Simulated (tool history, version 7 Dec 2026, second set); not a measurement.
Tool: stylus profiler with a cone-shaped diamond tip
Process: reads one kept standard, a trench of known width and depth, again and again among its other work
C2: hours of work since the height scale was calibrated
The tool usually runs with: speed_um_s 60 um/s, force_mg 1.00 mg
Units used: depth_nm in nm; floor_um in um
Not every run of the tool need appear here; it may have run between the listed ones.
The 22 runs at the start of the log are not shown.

Run 23, hour 316.7: usual settings but speed_um_s 65 um/s, force_mg 1.75 mg; scans with this tip 6425; C2 681. Result: depth_nm 507.21 nm, floor_um 96.02 um.
Run 24, hour 325.5: usual settings but speed_um_s 23 um/s, force_mg 1.71 mg; scans with this tip 6481; C2 687. Result: depth_nm 507.06 nm, floor_um 96.23 um.
Run 25, hour 339.7: usual settings but speed_um_s 29 um/s, force_mg 0.36 mg; scans with this tip 6570; C2 697. Result: depth_nm 502.95 nm, floor_um 95.94 um.
Run 26, hour 350.1: usual settings but speed_um_s 200 um/s, force_mg 0.63 mg; scans with this tip 6635; C2 704. Result: depth_nm 503.88 nm, floor_um 94.14 um.
Run 27, hour 363.0: usual settings but speed_um_s 200 um/s, force_mg 0.63 mg; scans with this tip 6717; C2 712. Result: depth_nm 504.12 nm, floor_um 94.12 um.
Run 28, hour 380.8: usual settings but speed_um_s 19 um/s, force_mg 1.05 mg; scans with this tip 6829; C2 724. Result: depth_nm 505.45 nm, floor_um 96.23 um.
Run 29, hour 391.2: usual settings but speed_um_s 19 um/s, force_mg 1.05 mg; scans with this tip 6894; C2 731. Result: depth_nm 505.42 nm, floor_um 96.19 um.
Run 30, hour 400.2: usual settings but speed_um_s 19 um/s, force_mg 1.05 mg; scans with this tip 6951; C2 737. Result: depth_nm 505.51 nm, floor_um 96.27 um.
Run 31, hour 417.6: usual settings but speed_um_s 19 um/s, force_mg 1.05 mg; scans with this tip 7061; C2 749. Result: depth_nm 505.46 nm, floor_um 96.14 um.

Consider 3 possible next runs. They are alternatives, not a sequence: every one starts from the tool as it was left by run 31. What does each give?
Run A, hour 431.1: usual settings but speed_um_s 32 um/s, force_mg 0.58 mg; scans with this tip 7145; C2 758. Result: depth_nm ?, floor_um ?.
Run B, hour 431.1: usual settings but speed_um_s 19 um/s, force_mg 1.31 mg; scans with this tip 7145; C2 758. Result: depth_nm ?, floor_um ?.
Run C, hour 431.1: usual settings but speed_um_s 68 um/s, force_mg 0.78 mg; scans with this tip 7145; C2 758. Result: depth_nm ?, floor_um ?.

run  depth_nm  floor_um
  A    504.08     96.07
  B    506.11     96.22
  C    504.70     95.62
With the hidden condition removed and each run's random variation left untouched, the same runs would have given:
run  depth_nm  floor_um
  A    503.28     96.70
  B    505.31     96.85
  C    503.90     96.25
